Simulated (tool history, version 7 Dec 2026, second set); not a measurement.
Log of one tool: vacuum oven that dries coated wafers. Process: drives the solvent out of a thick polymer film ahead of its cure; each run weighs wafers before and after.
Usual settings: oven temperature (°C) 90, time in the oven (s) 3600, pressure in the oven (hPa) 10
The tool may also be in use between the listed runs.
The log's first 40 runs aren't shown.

Run 41, day 38.075: usual settings but oven temperature (°C) 105, time in the oven (s) 3420, pressure in the oven (hPa) 21.1. Result: solvent left in the film (%) 0.41.
Run 42, day 39.017: usual settings but time in the oven (s) 3420, pressure in the oven (hPa) 24. Result: solvent left in the film (%) 2.03.
Run 43, day 39.642: usual settings but oven temperature (°C) 83, time in the oven (s) 4140, pressure in the oven (hPa) 16.6. Result: solvent left in the film (%) 2.9.
Run 44, day 40.646: usual settings but oven temperature (°C) 99, time in the oven (s) 2400. Result: solvent left in the film (%) 1.06.
Run 45, day 41.812: usual settings but pressure in the oven (hPa) 37.6. Result: solvent left in the film (%) 2.31.
Run 46, day 42.483: usual settings but pressure in the oven (hPa) 37.6. Result: solvent left in the film (%) 2.18.
Run 47, day 43.483: usual settings but oven temperature (°C) 89, time in the oven (s) 4500, pressure in the oven (hPa) 13.2. Result: solvent left in the film (%) 1.28.
Run 48, day 44.554: usual settings but oven temperature (°C) 89, time in the oven (s) 4500, pressure in the oven (hPa) 13.2. Result: solvent left in the film (%) 1.33.

Forecast each of these 3 alternatives for the next run:
Run A, day 45.079: usual settings but oven temperature (°C) 89, time in the oven (s) 4500, pressure in the oven (hPa) 5.4. Result: solvent left in the film (%) ?.
Run B, day 45.079: usual settings but oven temperature (°C) 92, time in the oven (s) 2880, pressure in the oven (hPa) 11.2. Result: solvent left in the film (%) ?.
Run C, day 45.079: usual settings but oven temperature (°C) 101, time in the oven (s) 4500, pressure in the oven (hPa) 13.2. Result: solvent left in the film (%) ?.

run  solvent left in the film (%)
  A                          1.03
  B                          1.86
  C                          0.22
Without the tool's hidden state the same runs would have given:
run  solvent left in the film (%)
  A                          1.22
  B                          2.12
  C                          0.24
